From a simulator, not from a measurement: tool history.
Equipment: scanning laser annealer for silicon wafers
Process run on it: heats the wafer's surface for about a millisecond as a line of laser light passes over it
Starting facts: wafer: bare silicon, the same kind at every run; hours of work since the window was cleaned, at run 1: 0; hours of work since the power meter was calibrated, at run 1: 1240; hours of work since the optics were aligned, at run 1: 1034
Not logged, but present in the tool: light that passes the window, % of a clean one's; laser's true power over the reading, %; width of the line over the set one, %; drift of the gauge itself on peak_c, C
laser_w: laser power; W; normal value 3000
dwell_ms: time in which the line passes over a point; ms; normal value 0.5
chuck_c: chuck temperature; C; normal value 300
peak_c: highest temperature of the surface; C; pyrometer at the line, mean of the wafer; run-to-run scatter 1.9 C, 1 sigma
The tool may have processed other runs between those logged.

| run | day | laser_w | dwell_ms | chuck_c | hours of work since the window was cleaned | hours of work since the power meter was calibrated | hours of work since the optics were aligned | peak_c |
|---|---|---|---|---|---|---|---|---|
| 1 | 0 | 3000 | 0.5 | 300 | 0 | 1240 | 1034 | 1099 |
| 2 | 2.912 | 3000 | 0.5 | 300 | 30 | 1271 | 1064 | 1099 |
| 3 | 5.9 | 3000 | 0.5 | 300 | 61 | 1302 | 1095 | 1098 |
| 4 | 8.346 | 3000 | 0.5 | 300 | 87 | 1327 | 1121 | 1101 |
| 5 | 11.371 | 3000 | 0.5 | 300 | 118 | 1359 | 1152 | 1097 |
| 6 | 15.267 | 3072 | 0.5 | 300 | 159 | 1399 | 1193 | 1116 |
| 7 | 17.612 | 3072 | 0.5 | 300 | 183 | 1424 | 1217 | 1117 |
| 8 | 21.442 | 3072 | 0.5 | 300 | 223 | 1464 | 1257 | 1118 |
| 9 | 24.154 | 3072 | 0.416 | 300 | 252 | 1492 | 1285 | 1047 |
| 10 | 27.417 | 3000 | 0.5 | 300 | 285 | 1526 | 1319 | 1095 |
| 11 | 30.45 | 3000 | 0.5 | 336 | 317 | 1557 | 1351 | 1135 |
| 12 | 33.538 | 3000 | 0.5 | 332 | 349 | 1590 | 1383 | 1130 |
| 13 | 36.075 | 3000 | 0.5 | 332 | 376 | 1616 | 1409 | 1132 |
| 14 | 39.208 | 3239 | 0.5 | 300 | 408 | 1649 | 1442 | 1161 |
| 15 | 41.212 | 3239 | 0.5 | 260 | 429 | 1670 | 1463 | 1122 |
| 16 | 43.25 | 3000 | 0.5 | 300 | 450 | 1691 | 1484 | 1099 |
| 17 | 47.258 | 3000 | 0.5 | 300 | 492 | 1732 | 1526 | 1098 |
| 18 | 50.879 | 3000 | 0.406 | 331 | 530 | 1770 | 1563 | 1053 |
| 19 | 54.7 | 3000 | 0.406 | 331 | 570 | 1810 | 1603 | 1052 |
| 20 | 58.033 | 3000 | 0.489 | 336 | 604 | 1845 | 1638 | 1124 |
| 21 | 61.846 | 2703 | 0.5 | 323 | 644 | 1884 | 1678 | 1042 |
| 22 | 65.679 | 3013 | 0.466 | 267 | 684 | 1924 | 1718 | 1041 |
|  | 66.371 | window over the wafer cleaned |
| 23 | 69.329 | 3264 | 0.466 | 296 | 31 | 1961 | 1755 | 1137 |
| 24 | 71.129 | 3189 | 0.442 | 269 | 50 | 1980 | 1773 | 1070 |
| 25 | 74.275 | 2957 | 0.532 | 300 | 82 | 2013 | 1806 | 1111 |
| 26 | 77.929 | 3000 | 0.5 | 316 | 120 | 2051 | 1844 | 1113 |
| 27 | 81.488 | 3157 | 0.5 | 316 | 157 | 2088 | 1881 | 1158 |
| 28 | 84.483 | 2702 | 0.5 | 329 | 189 | 2119 | 1912 | 1047 |
|  | 88.2 | optics aligned, line set to its width |
| 29 | 88.208 | 2702 | 0.5 | 329 | 225 | 2156 | 0 | 1049 |
| 30 | 91.367 | 2702 | 0.5 | 329 | 258 | 2189 | 33 | 1045 |
| 31 | 94.067 | 3000 | 0.443 | 300 | 286 | 2217 | 61 | 1048 |

For each entry between runs, how does the tool's hidden state at the last listed run before it compare with that at the first listed run after it?
From run 22 to run 23: window over the wafer cleaned (day 66.371)
  light that passes the window, % of a clean one's: 99.87 -> 99.99
From run 28 to run 29: optics aligned, line set to its width (day 88.2)
  light that passes the window, % of a clean one's: 99.96 -> 99.95; width of the line over the set one, %: 0.07 -> 0
